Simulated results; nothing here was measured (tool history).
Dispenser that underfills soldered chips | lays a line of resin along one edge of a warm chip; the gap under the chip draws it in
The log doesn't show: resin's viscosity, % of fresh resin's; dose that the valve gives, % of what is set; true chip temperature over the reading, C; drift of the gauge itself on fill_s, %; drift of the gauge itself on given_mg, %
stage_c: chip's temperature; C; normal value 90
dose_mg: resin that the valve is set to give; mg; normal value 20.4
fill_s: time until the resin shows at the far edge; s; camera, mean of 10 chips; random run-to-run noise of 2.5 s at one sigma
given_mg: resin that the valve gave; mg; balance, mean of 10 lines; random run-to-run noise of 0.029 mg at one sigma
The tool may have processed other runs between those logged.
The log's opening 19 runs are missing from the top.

run	hour	stage_c	dose_mg	hours of work since the syringe was changed	hours of work since the valve was cleaned	hours of work since the stage was calibrated	fill_s	given_mg
# hour 128.6: new syringe of resin
20	129.3	88	19.3	0	27	291	260.8	19.1
21	134.1	78	20.3	4	30	294	419.5	20.09
22	141.4	98	20.4	8	35	299	240.1	20.15
# hour 142.3: new syringe of resin
23	150.1	83	20.4	5	40	305	358.7	20.07
# hour 156.3: new syringe of resin
24	156.6	82	24.5	0	44	309	319	24.09
25	161.3	88	21.5	3	48	312	276.3	21.06
26	169.1	88	21.5	8	53	317	330.4	21.04
# hour 170: new syringe of resin
27	178.2	80	24.9	5	59	323	407.7	24.27
# hour 183.9: new syringe of resin
28	184	85	24.3	0	62	326	278.3	23.68
29	188.7	85	24.3	3	65	329	309.5	23.7
# hour 191: dispensing valve cleaned and set on the balance
30	193.9	85	24.3	6	2	332	330.5	24.31
# hour 198.3: new syringe of resin
31	202.9	85	24.3	3	8	338	302.9	24.2
32	210.4	85	24.3	8	13	343	351.7	24.19
# hour 211.9: new syringe of resin
33	215	90	17.7	2	15	346	255.7	17.62
34	219.1	90	17.7	5	18	348	283.9	17.56
# hour 225.6: new syringe of resin
35	227.6	90	17.7	1	23	354	250.9	17.55

Each row is a separate what-if for the run after 35, all from the same tool condition, not one after another. Results?
A	236.5	100	17.7	7	29	360	?	?
B	236.5	90	17.4	7	29	360	?	?
C	236.5	93	18.2	7	29	360	?	?
D	236.5	88	25.6	7	29	360	?	?
E	236.5	90	23.6	7	29	360	?	?

run	fill_s	given_mg
A	211.8	17.48
B	302.4	17.22
C	267.5	17.95
D	309.6	25.29
E	290.8	23.36
Had the tool no hidden state, the same runs would have come out as:
run	fill_s	given_mg
A	181.7	17.7
B	260.3	17.43
C	230.2	18.18
D	267.7	25.61
E	251.1	23.65
